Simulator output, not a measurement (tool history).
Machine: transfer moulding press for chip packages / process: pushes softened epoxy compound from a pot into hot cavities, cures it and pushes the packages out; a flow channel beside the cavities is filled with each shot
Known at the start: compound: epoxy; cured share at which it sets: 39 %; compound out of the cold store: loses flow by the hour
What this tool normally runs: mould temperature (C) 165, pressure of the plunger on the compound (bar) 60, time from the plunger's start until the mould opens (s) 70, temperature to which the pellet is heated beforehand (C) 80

| run | hour | mould temperature (C) | pressure of the plunger on the compound (bar) | time from the plunger's start until the mould opens (s) | temperature to which the pellet is heated beforehand (C) | incoming compound's hours out of the cold store | length that the compound runs in the flow channel (mm) | greatest force on the pins that push the packages out (N) |
|---|---|---|---|---|---|---|---|---|
| 1 | 0 | 165 | 60 | 70 | 80 | 12 | 802 | 405 |
| 2 | 19 | 165 | 60 | 70 | 80 | 26.6 | 770 | 455 |
|  | 24.7 | plunger's sealing rings changed |
| 3 | 47.3 | 165 | 69.1 | 70 | 80 | 19.5 | 877 | 521 |
|  | 51.3 | cavities cleaned with cleaning compound and waxed |
| 4 | 86.2 | 165 | 69.1 | 70 | 80 | 33.8 | 841 | 458 |
|  | 117.6 | cavities cleaned with cleaning compound and waxed |
| 5 | 124.2 | 165 | 69.1 | 70 | 80 | 43.8 | 813 | 337 |
| 6 | 145.3 | 165 | 60 | 70 | 80 | 25.4 | 791 | 418 |
| 7 | 174.9 | 165 | 60 | 70 | 80 | 46.7 | 747 | 493 |
|  | 185 | cavities cleaned with cleaning compound and waxed |
| 8 | 208.4 | 165 | 68.9 | 70 | 80 | 35.8 | 820 | 389 |
| 9 | 241.7 | 165 | 68.9 | 70 | 80 | 25.7 | 836 | 518 |
|  | 251.2 | cavities cleaned with cleaning compound and waxed |
| 10 | 261.5 | 165 | 68.9 | 70 | 80 | 39.9 | 803 | 336 |
|  | 281.5 | plunger's sealing rings changed |
| 11 | 300 | 165 | 60 | 70 | 80 | 34.7 | 786 | 483 |
|  | 308.8 | mould's thermocouples calibrated |
|  | 324.8 | cavities cleaned with cleaning compound and waxed |
| 12 | 328.9 | 166 | 60 | 70 | 80 | 16.7 | 811 | 297 |
| 13 | 348.5 | 166 | 60 | 70 | 80 | 45.6 | 748 | 392 |
| 14 | 382.9 | 165 | 60 | 70 | 80 | 19.6 | 802 | 490 |
|  | 392.6 | cavities cleaned with cleaning compound and waxed |
| 15 | 418.5 | 165 | 48.2 | 70 | 80 | 42.6 | 674 | 396 |
| 16 | 435 | 165 | 48.2 | 70 | 80 | 45.6 | 666 | 449 |
|  | 459.3 | cavities cleaned with cleaning compound and waxed |
| 17 | 459.3 | 165 | 48.2 | 70 | 80 | 42.1 | 671 | 284 |
| 18 | 485.2 | 165 | 60 | 70 | 82 | 39.3 | 749 | 390 |
| 19 | 506.7 | 163 | 50.4 | 59 | 80 | 27.8 | 713 | 717 |
|  | 526.1 | cavities cleaned with cleaning compound and waxed |
|  | 541.7 | plunger's sealing rings changed |
| 20 | 549.2 | 163 | 50.4 | 59 | 80 | 44.2 | 711 | 606 |
| 21 | 584 | 163 | 50.4 | 59 | 80 | 40.7 | 712 | 753 |
|  | 597 | cavities cleaned with cleaning compound and waxed |
| 22 | 615.9 | 161 | 61.1 | 59 | 80 | 12.4 | 847 | 735 |
| 23 | 632.1 | 167 | 60 | 50 | 80 | 12.6 | 812 | 791 |
|  | 663.4 | cavities cleaned with cleaning compound and waxed |
| 24 | 666.2 | 167 | 69.8 | 50 | 76 | 38.8 | 818 | 552 |
| 25 | 697.4 | 170 | 60 | 55 | 89 | 22.9 | 768 | 482 |
|  | 729.8 | cavities cleaned with cleaning compound and waxed |
| 26 | 730.8 | 170 | 60 | 55 | 89 | 16.7 | 777 | 334 |
| 27 | 760.9 | 163 | 60 | 76 | 77 | 26.6 | 786 | 438 |

4 options for the next run, each taken on its own from the tool as it stands now. Forecast them:
| A | 791.1 | 165 | 72.3 | 70 | 74 | 24.1 | ? | ? |
| B | 791.1 | 165 | 60 | 64 | 83 | 37.2 | ? | ? |
| C | 791.1 | 163 | 59 | 76 | 77 | 36.4 | ? | ? |
| D | 791.1 | 163 | 59.3 | 70 | 80 | 18.7 | ? | ? |

| run | length that the compound runs in the flow channel (mm) | greatest force on the pins that push the packages out (N) |
|---|---|---|
| A | 858 | 527 |
| B | 752 | 576 |
| C | 752 | 494 |
| D | 792 | 563 |
With no hidden state in the tool, these same runs would have given:
| run | length that the compound runs in the flow channel (mm) | greatest force on the pins that push the packages out (N) |
|---|---|---|
| A | 894 | 293 |
| B | 783 | 322 |
| C | 784 | 276 |
| D | 825 | 312 |
